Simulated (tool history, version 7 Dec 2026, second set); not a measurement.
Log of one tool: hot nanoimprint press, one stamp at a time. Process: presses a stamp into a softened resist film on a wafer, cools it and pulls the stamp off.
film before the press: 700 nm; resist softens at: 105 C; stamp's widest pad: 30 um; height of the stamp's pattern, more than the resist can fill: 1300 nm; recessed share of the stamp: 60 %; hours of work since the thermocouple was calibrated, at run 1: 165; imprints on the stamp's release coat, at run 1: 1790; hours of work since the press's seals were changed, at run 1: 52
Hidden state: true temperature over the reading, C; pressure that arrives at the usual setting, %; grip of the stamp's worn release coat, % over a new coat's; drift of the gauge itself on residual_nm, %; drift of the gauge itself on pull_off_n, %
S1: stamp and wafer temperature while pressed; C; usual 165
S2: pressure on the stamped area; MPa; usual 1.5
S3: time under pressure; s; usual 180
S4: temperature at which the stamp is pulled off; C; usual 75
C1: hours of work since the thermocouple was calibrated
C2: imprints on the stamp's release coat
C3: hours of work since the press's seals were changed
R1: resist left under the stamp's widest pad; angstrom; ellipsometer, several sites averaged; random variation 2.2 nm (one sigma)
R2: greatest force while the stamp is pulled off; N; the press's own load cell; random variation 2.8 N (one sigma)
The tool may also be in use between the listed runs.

run 1 hour=0 | S1=165 S2=1.5 S3=180 S4=75 | C1=165 C2=1790 C3=52 | R1=3813 R2=192
run 2 hour=5.2 | S1=165 S2=1.5 S3=180 S4=75 | C1=169 C2=1816 C3=56 | R1=3738 R2=187
run 3 hour=14.8 | S1=165 S2=1.5 S3=180 S4=75 | C1=176 C2=1864 C3=63 | R1=3811 R2=204
run 4 hour=19.5 | S1=165 S2=1.5 S3=180 S4=75 | C1=180 C2=1887 C3=66 | R1=3842 R2=198
run 5 hour=25.5 | S1=170 S2=1.5 S3=180 S4=75 | C1=184 C2=1916 C3=71 | R1=2802 R2=198
run 6 hour=32.6 | S1=170 S2=1.16 S3=180 S4=75 | C1=189 C2=1951 C3=76 | R1=3124 R2=192
run 7 hour=40.3 | S1=170 S2=1.16 S3=180 S4=75 | C1=195 C2=1990 C3=81 | R1=3155 R2=194
run 8 hour=47.4 | S1=170 S2=1.16 S3=180 S4=75 | C1=200 C2=2025 C3=87 | R1=3197 R2=200
run 9 hour=57.1 | S1=165 S2=1.5 S3=180 S4=75 | C1=207 C2=2073 C3=94 | R1=3821 R2=200
run 10 hour=65.6 | S1=165 S2=1.5 S3=180 S4=75 | C1=213 C2=2115 C3=100 | R1=3861 R2=202
run 11 hour=75.4 | S1=165 S2=1.5 S3=180 S4=75 | C1=220 C2=2164 C3=107 | R1=3838 R2=199
run 12 hour=84.1 | S1=165 S2=1.5 S3=180 S4=61 | C1=226 C2=2207 C3=113 | R1=3849 R2=276
run 13 hour=91.6 | S1=165 S2=1.5 S3=180 S4=75 | C1=232 C2=2244 C3=118 | R1=3897 R2=206
run 14 hour=99.2 | S1=165 S2=1.5 S3=180 S4=75 | C1=237 C2=2281 C3=124 | R1=3875 R2=213
run 15 hour=104.1 | S1=165 S2=1.5 S3=180 S4=75 | C1=241 C2=2306 C3=128 | R1=3884 R2=212
run 16 hour=112.4 | S1=165 S2=1.5 S3=180 S4=75 | C1=247 C2=2347 C3=134 | R1=3862 R2=219
run 17 hour=121.6 | S1=165 S2=2.03 S3=210 S4=71 | C1=253 C2=2392 C3=140 | R1=3235 R2=234
-- hour=132.7 stamp cleaned and given a new release coat
run 18 hour=133.7 | S1=167 S2=2.03 S3=210 S4=71 | C1=258 C2=5 C3=145 | R1=2848 R2=148
run 19 hour=137.9 | S1=176 S2=1.97 S3=197 S4=71 | C1=261 C2=26 C3=148 | R1=1639 R2=160
run 20 hour=147.7 | S1=156 S2=1.97 S3=197 S4=72 | C1=268 C2=74 C3=155 | R1=5481 R2=150
run 21 hour=155.9 | S1=156 S2=1.97 S3=197 S4=72 | C1=274 C2=115 C3=161 | R1=5486 R2=148
run 22 hour=160.1 | S1=156 S2=1.97 S3=197 S4=72 | C1=277 C2=135 C3=164 | R1=5567 R2=151
run 23 hour=166.5 | S1=164 S2=1.5 S3=180 S4=75 | C1=282 C2=167 C3=168 | R1=4143 R2=144
run 24 hour=174.2 | S1=161 S2=1.5 S3=180 S4=72 | C1=287 C2=205 C3=174 | R1=4807 R2=148
run 25 hour=180.8 | S1=161 S2=1.3 S3=180 S4=71 | C1=292 C2=238 C3=179 | R1=5050 R2=161
run 26 hour=184.9 | S1=165 S2=1.5 S3=268 S4=75 | C1=295 C2=258 C3=182 | R1=3449 R2=147
run 27 hour=194.1 | S1=174 S2=1.49 S3=180 S4=75 | C1=302 C2=304 C3=188 | R1=2285 R2=143
run 28 hour=199.1 | S1=165 S2=1.11 S3=180 S4=60 | C1=305 C2=329 C3=192 | R1=4376 R2=207
run 29 hour=205.8 | S1=175 S2=1.55 S3=253 S4=62 | C1=310 C2=362 C3=197 | R1=1788 R2=203
run 30 hour=215.5 | S1=174 S2=2.07 S3=180 S4=75 | C1=317 C2=410 C3=204 | R1=1962 R2=150

Forecast each of these 3 alternatives for the next run:
run A hour=224.4 | S1=174 S2=1.11 S3=180 S4=75 | C1=323 C2=454 C3=210 | R1=? R2=?
run B hour=224.4 | S1=165 S2=1.23 S3=180 S4=61 | C1=323 C2=454 C3=210 | R1=? R2=?
run C hour=224.4 | S1=167 S2=1.5 S3=180 S4=75 | C1=323 C2=454 C3=210 | R1=? R2=?

run=A R1=2603 R2=158
run=B R1=4209 R2=212
run=C R1=3509 R2=156
Without the tool's hidden state the same runs would have given:
run=A R1=2362 R2=137
run=B R1=3856 R2=187
run=C R1=3178 R2=136

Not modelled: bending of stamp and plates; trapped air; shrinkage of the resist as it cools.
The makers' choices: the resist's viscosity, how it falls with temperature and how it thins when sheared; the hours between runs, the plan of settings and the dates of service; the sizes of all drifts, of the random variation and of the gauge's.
